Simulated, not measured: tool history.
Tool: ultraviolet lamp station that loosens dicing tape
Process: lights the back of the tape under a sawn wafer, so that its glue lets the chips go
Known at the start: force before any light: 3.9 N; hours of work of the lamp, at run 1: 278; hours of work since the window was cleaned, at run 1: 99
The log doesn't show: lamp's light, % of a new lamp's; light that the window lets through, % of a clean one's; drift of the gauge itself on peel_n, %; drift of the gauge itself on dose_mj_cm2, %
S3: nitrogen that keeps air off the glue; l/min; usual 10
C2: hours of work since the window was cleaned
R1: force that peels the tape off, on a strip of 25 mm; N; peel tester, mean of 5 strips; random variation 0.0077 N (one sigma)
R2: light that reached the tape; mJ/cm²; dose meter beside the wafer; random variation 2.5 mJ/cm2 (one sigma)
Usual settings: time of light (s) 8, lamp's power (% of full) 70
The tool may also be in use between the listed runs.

Run 1, hour 0.0: usual settings; hours of work of the lamp 278; C2 99. Result: R1 0.386 N, R2 251 mJ/cm².
Run 2, hour 34.0: usual settings; hours of work of the lamp 300; C2 120. Result: R1 0.388 N, R2 249 mJ/cm².
Run 3, hour 50.7: usual settings; hours of work of the lamp 310; C2 131. Result: R1 0.391 N, R2 244 mJ/cm².
Run 4, hour 79.4: usual settings but time of light (s) 14; hours of work of the lamp 328; C2 148. Result: R1 0.209 N, R2 419 mJ/cm².
Run 5, hour 100.1: usual settings but time of light (s) 14; hours of work of the lamp 341; C2 161. Result: R1 0.202 N, R2 413 mJ/cm².
Run 6, hour 129.3: usual settings; hours of work of the lamp 359; C2 179. Result: R1 0.426 N, R2 233 mJ/cm².
Run 7, hour 165.9: usual settings; hours of work of the lamp 381; C2 202. Result: R1 0.440 N, R2 224 mJ/cm².
Run 8, hour 196.0: usual settings; hours of work of the lamp 400; C2 221. Result: R1 0.452 N, R2 217 mJ/cm².
Run 9, hour 220.7: usual settings but S3 13 l/min; hours of work of the lamp 415; C2 236. Result: R1 0.406 N, R2 214 mJ/cm².
At hour 235.8: window cleaned of glue's vapour.
Run 10, hour 241.4: usual settings but S3 13 l/min; hours of work of the lamp 428; C2 3. Result: R1 0.447 N, R2 206 mJ/cm².
Run 11, hour 264.6: usual settings but lamp's power (% of full) 92; hours of work of the lamp 442; C2 18. Result: R1 0.345 N, R2 272 mJ/cm².
Run 12, hour 283.0: usual settings but time of light (s) 11, lamp's power (% of full) 92, S3 17 l/min; hours of work of the lamp 454; C2 29. Result: R1 0.188 N, R2 361 mJ/cm².
Run 13, hour 300.6: usual settings but time of light (s) 11, lamp's power (% of full) 82, S3 6 l/min; hours of work of the lamp 465; C2 40. Result: R1 0.362 N, R2 317 mJ/cm².
Run 14, hour 338.6: usual settings but time of light (s) 10, lamp's power (% of full) 94, S3 17 l/min; hours of work of the lamp 488; C2 64. Result: R1 0.222 N, R2 325 mJ/cm².
Run 15, hour 359.1: usual settings but time of light (s) 4, lamp's power (% of full) 79, S3 3 l/min; hours of work of the lamp 501; C2 77. Result: R1 1.915 N, R2 106 mJ/cm².
At hour 374.8: window cleaned of glue's vapour, once more.
Run 16, hour 375.6: usual settings but time of light (s) 6, lamp's power (% of full) 81, S3 7 l/min; hours of work of the lamp 511; C2 0. Result: R1 0.536 N, R2 223 mJ/cm².
Run 17, hour 400.8: usual settings but time of light (s) 13, lamp's power (% of full) 85, S3 6 l/min; hours of work of the lamp 527; C2 16. Result: R1 0.201 N, R2 495 mJ/cm².
Run 18, hour 430.3: usual settings but time of light (s) 7, lamp's power (% of full) 75; hours of work of the lamp 545; C2 34. Result: R1 0.434 N, R2 234 mJ/cm².
Run 19, hour 460.3: usual settings but time of light (s) 7, lamp's power (% of full) 75; hours of work of the lamp 563; C2 53. Result: R1 0.441 N, R2 231 mJ/cm².
Run 20, hour 492.0: usual settings but time of light (s) 12, S3 3 l/min; hours of work of the lamp 583; C2 73. Result: R1 0.481 N, R2 356 mJ/cm².
Run 21, hour 511.3: usual settings but lamp's power (% of full) 61; hours of work of the lamp 595; C2 85. Result: R1 0.519 N, R2 205 mJ/cm².
Run 22, hour 549.1: usual settings but S3 6 l/min; hours of work of the lamp 619; C2 108. Result: R1 0.614 N, R2 228 mJ/cm².

Forecast each of these 3 alternatives for the next run:
Run A, hour 575.5: usual settings but time of light (s) 15, lamp's power (% of full) 87, S3 6 l/min; hours of work of the lamp 635; C2 125. Result: R1 ?, R2 ?.
Run B, hour 575.5: usual settings but time of light (s) 14, lamp's power (% of full) 61, S3 8 l/min; hours of work of the lamp 635; C2 125. Result: R1 ?, R2 ?.
Run C, hour 575.5: usual settings but time of light (s) 9, lamp's power (% of full) 92, S3 9 l/min; hours of work of the lamp 635; C2 125. Result: R1 ?, R2 ?.

run     R1   R2
  A  0.199  528
  B  0.273  338
  C  0.266  332
Without the tool's hidden state the same runs would have given:
run     R1   R2
  A  0.179  699
  B  0.208  449
  C  0.202  440

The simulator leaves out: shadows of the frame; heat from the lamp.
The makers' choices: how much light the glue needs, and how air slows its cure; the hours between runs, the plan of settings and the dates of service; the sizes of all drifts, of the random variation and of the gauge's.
